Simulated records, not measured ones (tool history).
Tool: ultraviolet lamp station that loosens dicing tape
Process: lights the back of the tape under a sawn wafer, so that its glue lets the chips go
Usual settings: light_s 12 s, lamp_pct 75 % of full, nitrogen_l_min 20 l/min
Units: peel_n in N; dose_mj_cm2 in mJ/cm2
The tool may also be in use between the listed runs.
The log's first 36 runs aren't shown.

run     day  light_s  lamp_pct  nitrogen_l_min  hours of work of the lamp  hours of work since the window was cleaned  peel_n  dose_mj_cm2
 37  19.062        9        75              20                        483                                          15   3.032          296
 38   19.75        7        75              15                        493                                          26   4.311          229
 39  20.225        8        81              17                        500                                          33   3.282          285
 40  21.004       10        81               8                        512                                          45   3.465          346
 41  21.804       18        71              12                        525                                          57   1.575          545
 42  22.392       18        71              12                        534                                          66   1.567          537
 43  22.733        6        76               8                        539                                          71   5.654          189
 44  23.542        7        75              20                        551                                          84    4.17          218

Forecast each of these 3 alternatives for the next run:
  A  24.083        7        69              20                        560                                          92       ?            ?
  B  24.083        8        84              12                        560                                          92       ?            ?
  C  24.083       12        75               9                        560                                          92       ?            ?

run  peel_n  dose_mj_cm2
  A   4.547          204
  B   3.716          281
  C   2.958          378
Without the tool's hidden state the same runs would have given:
run  peel_n  dose_mj_cm2
  A   3.387          277
  B   2.625          380
  C   1.953          513
